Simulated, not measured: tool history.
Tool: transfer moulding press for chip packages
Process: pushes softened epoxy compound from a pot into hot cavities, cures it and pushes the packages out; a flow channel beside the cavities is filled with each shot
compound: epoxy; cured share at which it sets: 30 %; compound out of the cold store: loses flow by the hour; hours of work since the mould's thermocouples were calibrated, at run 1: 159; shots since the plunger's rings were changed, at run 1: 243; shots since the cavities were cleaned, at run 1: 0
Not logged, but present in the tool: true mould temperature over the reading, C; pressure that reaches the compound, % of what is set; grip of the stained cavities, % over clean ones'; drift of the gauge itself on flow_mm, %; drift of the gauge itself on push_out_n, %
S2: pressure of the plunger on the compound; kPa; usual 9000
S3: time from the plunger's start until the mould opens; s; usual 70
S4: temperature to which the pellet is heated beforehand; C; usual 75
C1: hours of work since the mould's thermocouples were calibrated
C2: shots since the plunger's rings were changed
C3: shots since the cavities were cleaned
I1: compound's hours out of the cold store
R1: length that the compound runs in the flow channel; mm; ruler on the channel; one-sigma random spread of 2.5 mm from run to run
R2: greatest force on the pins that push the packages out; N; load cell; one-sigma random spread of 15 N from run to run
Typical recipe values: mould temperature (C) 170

{"run": 1, "day": 0.0, "mould temperature (C)": 170, "S2": 9000, "S3": 70, "S4": 75, "C1": 159, "C2": 243, "C3": 0, "I1": 16.6, "R1": 817, "R2": 759}
{"run": 2, "day": 0.267, "mould temperature (C)": 170, "S2": 9000, "S3": 70, "S4": 75, "C1": 163, "C2": 325, "C3": 82, "I1": 14, "R1": 824, "R2": 888}
{"run": 3, "day": 0.583, "mould temperature (C)": 170, "S2": 9000, "S3": 70, "S4": 75, "C1": 167, "C2": 424, "C3": 181, "I1": 26.8, "R1": 796, "R2": 963}
{"run": 4, "day": 0.925, "mould temperature (C)": 170, "S2": 9000, "S3": 70, "S4": 75, "C1": 172, "C2": 530, "C3": 287, "I1": 35.9, "R1": 788, "R2": 989}
{"run": 5, "day": 1.154, "mould temperature (C)": 170, "S2": 9000, "S3": 70, "S4": 75, "C1": 175, "C2": 600, "C3": 357, "I1": 42.7, "R1": 774, "R2": 1059}
{"run": 6, "day": 1.333, "mould temperature (C)": 170, "S2": 9000, "S3": 70, "S4": 75, "C1": 178, "C2": 656, "C3": 413, "I1": 41.2, "R1": 774, "R2": 1079}
{"run": 7, "day": 1.692, "mould temperature (C)": 170, "S2": 9000, "S3": 70, "S4": 75, "C1": 183, "C2": 767, "C3": 524, "I1": 34.5, "R1": 787, "R2": 1178}
{"day": 1.958, "done": "cavities cleaned with cleaning compound and waxed"}
{"run": 8, "day": 1.983, "mould temperature (C)": 170, "S2": 9000, "S3": 70, "S4": 77, "C1": 186, "C2": 837, "C3": 8, "I1": 47.5, "R1": 766, "R2": 758}
{"run": 9, "day": 2.221, "mould temperature (C)": 170, "S2": 9000, "S3": 70, "S4": 77, "C1": 190, "C2": 911, "C3": 82, "I1": 9.9, "R1": 827, "R2": 848}
{"run": 10, "day": 2.433, "mould temperature (C)": 170, "S2": 9000, "S3": 70, "S4": 77, "C1": 193, "C2": 976, "C3": 147, "I1": 39, "R1": 774, "R2": 900}
{"run": 11, "day": 2.792, "mould temperature (C)": 170, "S2": 9000, "S3": 70, "S4": 77, "C1": 198, "C2": 1087, "C3": 258, "I1": 12.3, "R1": 821, "R2": 1044}
{"run": 12, "day": 3.008, "mould temperature (C)": 170, "S2": 9000, "S3": 70, "S4": 77, "C1": 201, "C2": 1154, "C3": 325, "I1": 26.4, "R1": 798, "R2": 1050}
{"run": 13, "day": 3.371, "mould temperature (C)": 170, "S2": 9000, "S3": 76, "S4": 75, "C1": 206, "C2": 1266, "C3": 437, "I1": 38.3, "R1": 779, "R2": 914}
{"day": 3.471, "done": "mould's thermocouples calibrated"}
{"run": 14, "day": 3.733, "mould temperature (C)": 170, "S2": 9000, "S3": 76, "S4": 75, "C1": 4, "C2": 1353, "C3": 524, "I1": 16.5, "R1": 814, "R2": 961}
{"day": 3.988, "done": "cavities cleaned with cleaning compound and waxed"}
{"run": 15, "day": 4.158, "mould temperature (C)": 170, "S2": 9000, "S3": 76, "S4": 75, "C1": 9, "C2": 1465, "C3": 54, "I1": 28.8, "R1": 793, "R2": 658}

Run 16, settings as shown, results not yet in. Your forecast:
{"run": 16, "day": 4.45, "mould temperature (C)": 174, "S2": 8820, "S3": 62, "S4": 78, "C1": 13, "C2": 1554, "C3": 143, "I1": 31.6, "R1": "?", "R2": "?"}

Run 16 measured R1 765 mm, R2 902 N.
Take away the tool's hidden state, keep the run-to-run variation as it was, and the same run would have given R1 775 mm, R2 767 N.
